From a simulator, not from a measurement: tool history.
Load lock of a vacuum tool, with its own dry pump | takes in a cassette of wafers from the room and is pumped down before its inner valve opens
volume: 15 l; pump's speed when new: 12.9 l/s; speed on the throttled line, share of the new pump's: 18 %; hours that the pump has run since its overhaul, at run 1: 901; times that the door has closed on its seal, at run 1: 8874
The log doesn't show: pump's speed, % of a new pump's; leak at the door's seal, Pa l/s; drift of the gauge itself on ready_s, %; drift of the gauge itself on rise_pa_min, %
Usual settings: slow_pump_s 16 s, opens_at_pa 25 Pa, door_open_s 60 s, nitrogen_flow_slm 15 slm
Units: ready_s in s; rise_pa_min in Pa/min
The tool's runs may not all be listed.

| run | hour | slow_pump_s | opens_at_pa | door_open_s | nitrogen_flow_slm | hours that the pump has run since its overhaul | times that the door has closed on its seal | incoming humidity of the room's air, % | ready_s | rise_pa_min |
|---|---|---|---|---|---|---|---|---|---|---|
| 1 | 0 | 16 | 25 | 60 | 15 | 901 | 8874 | 44 | 22.9 | 0.058 |
| 2 | 242 | 16 | 25 | 60 | 15 | 1143 | 9773 | 48.3 | 22.4 | 0.063 |
| 3 | 446.1 | 16 | 25 | 86 | 15 | 1347 | 10531 | 44.6 | 22.9 | 0.074 |
| 4 | 758.6 | 16 | 25 | 60 | 5 | 1659 | 11693 | 45.5 | 23.1 | 0.08 |
| 5 | 1020.8 | 16 | 25 | 60 | 5 | 1921 | 12667 | 42.9 | 22.2 | 0.076 |
| 6 | 1301.6 | 21 | 25 | 60 | 5 | 2202 | 13710 | 44 | 27.1 | 0.08 |
| 7 | 1712.5 | 21 | 25 | 60 | 5 | 2613 | 15237 | 43.7 | 27.2 | 0.08 |
| 8 | 2045 | 21 | 25 | 60 | 5 | 2946 | 16473 | 45.6 | 26.5 | 0.076 |
| 9 | 2406.5 | 30 | 25 | 60 | 15 | 3307 | 17816 | 48.5 | 34.8 | 0.063 |
| 10 | 2869.3 | 30 | 25 | 60 | 15 | 3770 | 19536 | 45.4 | 34 | 0.058 |
| 11 | 3207.7 | 30 | 25 | 60 | 15 | 4108 | 20793 | 46.3 | 33.7 | 0.061 |
| 12 | 3571.3 | 30 | 25 | 60 | 15 | 4472 | 22144 | 40.5 | 33.8 | 0.053 |
| 13 | 4010 | 16 | 25 | 60 | 15 | 4911 | 23774 | 44.7 | 23.4 | 0.059 |
| 14 | 4310.9 | 16 | 25 | 43 | 15 | 5212 | 24893 | 44.3 | 22.8 | 0.053 |
| 15 | 4735.9 | 9 | 37 | 35 | 35 | 5637 | 26472 | 50.1 | 16.9 | 0.033 |
| 16 | 5157.5 | 31 | 25 | 60 | 8 | 6058 | 28038 | 42.4 | 35.7 | 0.068 |
| 17 | 5407.6 | 31 | 25 | 60 | 8 | 6308 | 28968 | 50.3 | 34.5 | 0.088 |
| 18 | 5598.7 | 23 | 19 | 145 | 26 | 6499 | 29678 | 46.4 | 29.1 | 0.093 |
| 19 | 6043.8 | 24 | 25 | 60 | 7 | 6944 | 31332 | 41.2 | 29.6 | 0.069 |
| 20 | 6442.3 | 24 | 39 | 60 | 7 | 7343 | 32812 | 48.3 | 28.7 | 0.083 |
| 21 | 6861 | 24 | 39 | 60 | 7 | 7762 | 34368 | 41.5 | 28.4 | 0.077 |
| 22 | 7262 | 8 | 46 | 219 | 23 | 8163 | 35858 | 47.8 | 15.8 | 0.127 |
| 23 | 7627.6 | 16 | 19 | 60 | 15 | 8528 | 37217 | 45.7 | 22.8 | 0.057 |
| 24 | 7953.6 | 16 | 19 | 96 | 10 | 8854 | 38429 | 44.1 | 23 | 0.097 |
| 25 | 8262.8 | 14 | 48 | 30 | 6 | 9163 | 39577 | 46.8 | 21.1 | 0.051 |
| 26 | 8576.1 | 14 | 48 | 48 | 6 | 9477 | 40742 | 45.6 | 20.7 | 0.069 |
| 27 | 8909.2 | 16 | 22 | 60 | 4 | 9810 | 41979 | 45.4 | 23.5 | 0.089 |

3 ways to go on from here, each from the tool as it stands after run 27. What would each give?
| A | 9294.3 | 8 | 32 | 60 | 5 | 10195 | 43411 | 45.9 | ? | ? |
| B | 9294.3 | 16 | 24 | 57 | 15 | 10195 | 43411 | 44 | ? | ? |
| C | 9294.3 | 16 | 20 | 60 | 41 | 10195 | 43411 | 41.8 | ? | ? |

| run | ready_s | rise_pa_min |
|---|---|---|
| A | 16 | 0.082 |
| B | 22.6 | 0.055 |
| C | 22.7 | 0.04 |
Without the tool's hidden state the same runs would have given:
| run | ready_s | rise_pa_min |
|---|---|---|
| A | 16 | 0.081 |
| B | 22.6 | 0.054 |
| C | 22.7 | 0.04 |
